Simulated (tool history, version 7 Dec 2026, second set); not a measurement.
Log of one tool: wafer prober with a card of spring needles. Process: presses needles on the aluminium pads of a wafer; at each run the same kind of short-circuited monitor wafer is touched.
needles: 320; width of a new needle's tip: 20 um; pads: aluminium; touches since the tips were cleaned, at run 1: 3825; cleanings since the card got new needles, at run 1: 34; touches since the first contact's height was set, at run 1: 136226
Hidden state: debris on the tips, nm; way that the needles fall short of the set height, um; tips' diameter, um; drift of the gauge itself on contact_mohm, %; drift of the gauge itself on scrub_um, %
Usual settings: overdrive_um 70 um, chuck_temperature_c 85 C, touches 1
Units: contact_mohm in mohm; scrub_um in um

run    hour  overdrive_um  chuck_temperature_c  touches  touches since the tips were cleaned  cleanings since the card got new needles  touches since the first contact's height was set  contact_mohm  scrub_um
  1     0.0            70                   85        1                                 3825                                        34                                            136226           324     17.76
        8.0  -- tips cleaned on abrasive film
       18.5  -- tips cleaned on abrasive film
       31.7  -- tips cleaned on abrasive film
  2    33.6            70                   85        1                                 1363                                        37                                            160616           306     17.73
       44.2  -- tips cleaned on abrasive film
       49.7  -- height of the first contact set anew
       57.7  -- tips cleaned on abrasive film
  3    65.9            70                   85        1                                 5998                                        39                                             11754           322     18.03
       68.6  -- tips cleaned on abrasive film
       81.8  -- tips cleaned on abrasive film
       92.3  -- tips cleaned on abrasive film
      105.5  -- tips cleaned on abrasive film
      118.7  -- tips cleaned on abrasive film
      131.9  -- tips cleaned on abrasive film
  4   132.5            70                   85        1                                  383                                        45                                             60113           302     17.91
      143.0  -- tips cleaned on abrasive film
      156.2  -- tips cleaned on abrasive film
      169.4  -- tips cleaned on abrasive film
  5   174.6            70                   85        1                                 3781                                        48                                             90759           321     17.85
      182.5  -- tips cleaned on abrasive film
      195.7  -- tips cleaned on abrasive film
      208.9  -- tips cleaned on abrasive film
  6   213.6            70                   92        1                                 3408                                        51                                            119113           323     17.84
      221.5  -- tips cleaned on abrasive film
      232.1  -- tips cleaned on abrasive film
      245.3  -- tips cleaned on abrasive film
      258.5  -- tips cleaned on abrasive film
      271.7  -- tips cleaned on abrasive film
  7   272.6            70                   92        1                                  627                                        56                                            161954           308     17.72
      283.1  -- tips cleaned on abrasive film
      286.1  -- height of the first contact set anew
      296.6  -- tips cleaned on abrasive film
      309.8  -- tips cleaned on abrasive film
      323.0  -- tips cleaned on abrasive film
  8   333.3            70                   92        1                                 7512                                        60                                             34376           329     17.92
      336.0  -- tips cleaned on abrasive film
      349.2  -- tips cleaned on abrasive film
      359.8  -- tips cleaned on abrasive film
      373.0  -- tips cleaned on abrasive film
      386.2  -- tips cleaned on abrasive film
      398.8  -- tips cleaned on abrasive film
  9   398.8            70                   92        1                                    0                                        66                                             81902           294     17.80
      409.3  -- tips cleaned on abrasive film
      422.5  -- tips cleaned on abrasive film
      435.7  -- tips cleaned on abrasive film
      446.3  -- tips cleaned on abrasive film
 10   452.3            70                   92        1                                 4424                                        70                                            120866           330     17.80
      457.7  -- tips cleaned on abrasive film
      470.9  -- tips cleaned on abrasive film
      484.1  -- tips cleaned on abrasive film
      497.3  -- tips cleaned on abrasive film
      510.5  -- tips cleaned on abrasive film
 11   516.7            70                   92        1                                 4549                                        75                                            167630           331     17.72
      522.0  -- tips cleaned on abrasive film
      522.3  -- height of the first contact set anew
      535.5  -- tips cleaned on abrasive film
      548.7  -- tips cleaned on abrasive film
      561.0  -- tips cleaned on abrasive film
 12   561.0            70                   92        1                                    0                                        79                                             28127           301     17.88
      574.2  -- tips cleaned on abrasive film
      587.4  -- tips cleaned on abrasive film
      600.6  -- tips cleaned on abrasive film
      613.1  -- tips cleaned on abrasive film
 13   613.1            70                   85        1                                    0                                        83                                             66016           296     17.93
      626.3  -- tips cleaned on abrasive film
      639.5  -- tips cleaned on abrasive film
 14   649.3            80                   85        2                                 7162                                        85                                             92367           311     20.56
      652.0  -- tips cleaned on abrasive film
      662.6  -- tips cleaned on abrasive film
      675.8  -- tips cleaned on abrasive film
      686.4  -- tips cleaned on abrasive film
 15   696.7            80                   43        2                                 7574                                        89                                            126805           301     20.37
      699.4  -- tips cleaned on abrasive film
      710.0  -- tips cleaned on abrasive film
      723.2  -- tips cleaned on abrasive film
      736.4  -- tips cleaned on abrasive film
      747.0  -- tips cleaned on abrasive film
 16   748.0            80                   43        2                                  734                                        94                                            163997           283     20.32
      758.5  -- tips cleaned on abrasive film
      758.8  -- height of the first contact set anew
      769.4  -- tips cleaned on abrasive film
      782.6  -- tips cleaned on abrasive film
      795.8  -- tips cleaned on abrasive film
      809.0  -- tips cleaned on abrasive film
 17   816.0            80                   43        2                                 5104                                        99                                             41563           299     20.52
      821.3  -- tips cleaned on abrasive film
      831.9  -- tips cleaned on abrasive film
      842.5  -- tips cleaned on abrasive film
      855.7  -- tips cleaned on abrasive film
 18   858.3            70                   48        3                                 1908                                       103                                             72254           297     17.92
      868.8  -- tips cleaned on abrasive film
      882.0  -- tips cleaned on abrasive film
      892.6  -- tips cleaned on abrasive film
      905.8  -- tips cleaned on abrasive film
 19   906.6            70                   48        3                                  584                                       107                                            107377           284     17.91
      917.2  -- tips cleaned on abrasive film
      927.8  -- tips cleaned on abrasive film
      941.0  -- tips cleaned on abrasive film
 20   949.2            70                   85        2                                 6025                                       110                                            138348           316     17.74
      951.9  -- tips cleaned on abrasive film
      962.5  -- tips cleaned on abrasive film
      973.0  -- tips cleaned on abrasive film
      986.2  -- tips cleaned on abrasive film
 21   987.9            70                   82        2                                 1249                                       114                                            166459           302     17.72
      996.1  -- height of the first contact set anew
      998.8  -- tips cleaned on abrasive film
     1012.0  -- tips cleaned on abrasive film
     1025.2  -- tips cleaned on abrasive film
 22  1026.7            70                   82        2                                 1070                                       117                                             22178           305     17.98
     1037.3  -- tips cleaned on abrasive film
     1047.8  -- tips cleaned on abrasive film
     1061.0  -- tips cleaned on abrasive film
     1074.2  -- tips cleaned on abrasive film
 23  1083.3            70                   82        2                                 6652                                       121                                             63370           319     17.91
     1086.0  -- tips cleaned on abrasive film
     1099.2  -- tips cleaned on abrasive film
     1112.4  -- tips cleaned on abrasive film
     1125.6  -- tips cleaned on abrasive film
     1136.2  -- tips cleaned on abrasive film
 24  1137.5            90                  124        1                                  995                                       126                                            102743           314     22.93
     1148.1  -- tips cleaned on abrasive film
     1161.3  -- tips cleaned on abrasive film
     1171.9  -- tips cleaned on abrasive film
     1185.1  -- tips cleaned on abrasive film
     1198.3  -- tips cleaned on abrasive film
 25  1203.0            70                   38        1                                 3458                                       131                                            150336           312     17.79
     1211.0  -- tips cleaned on abrasive film
     1221.5  -- tips cleaned on abrasive film
     1232.3  -- height of the first contact set anew
     1234.4  -- tips cleaned on abrasive film
 26  1234.4            70                   38        1                                    0                                       134                                              1444           282     18.04

Forecast each of these 3 alternatives for the next run:
     1245.0  -- tips cleaned on abrasive film
     1258.2  -- tips cleaned on abrasive film
     1271.4  -- tips cleaned on abrasive film
     1283.2  -- tips cleaned on abrasive film
  A  1283.2            62                   33        1                                    0                                       138                                             36877             ?         ?
     1245.0  -- tips cleaned on abrasive film
     1258.2  -- tips cleaned on abrasive film
     1271.4  -- tips cleaned on abrasive film
     1283.2  -- tips cleaned on abrasive film
  B  1283.2            70                   53        1                                    0                                       138                                             36877             ?         ?
     1245.0  -- tips cleaned on abrasive film
     1258.2  -- tips cleaned on abrasive film
     1271.4  -- tips cleaned on abrasive film
     1283.2  -- tips cleaned on abrasive film
  C  1283.2            75                   69        2                                    0                                       138                                             36877             ?         ?

run  contact_mohm  scrub_um
  A           285     15.86
  B           284     17.91
  C           286     19.22
Without the tool's hidden state the same runs would have given:
run  contact_mohm  scrub_um
  A           281     15.94
  B           280     17.98
  C           283     19.30

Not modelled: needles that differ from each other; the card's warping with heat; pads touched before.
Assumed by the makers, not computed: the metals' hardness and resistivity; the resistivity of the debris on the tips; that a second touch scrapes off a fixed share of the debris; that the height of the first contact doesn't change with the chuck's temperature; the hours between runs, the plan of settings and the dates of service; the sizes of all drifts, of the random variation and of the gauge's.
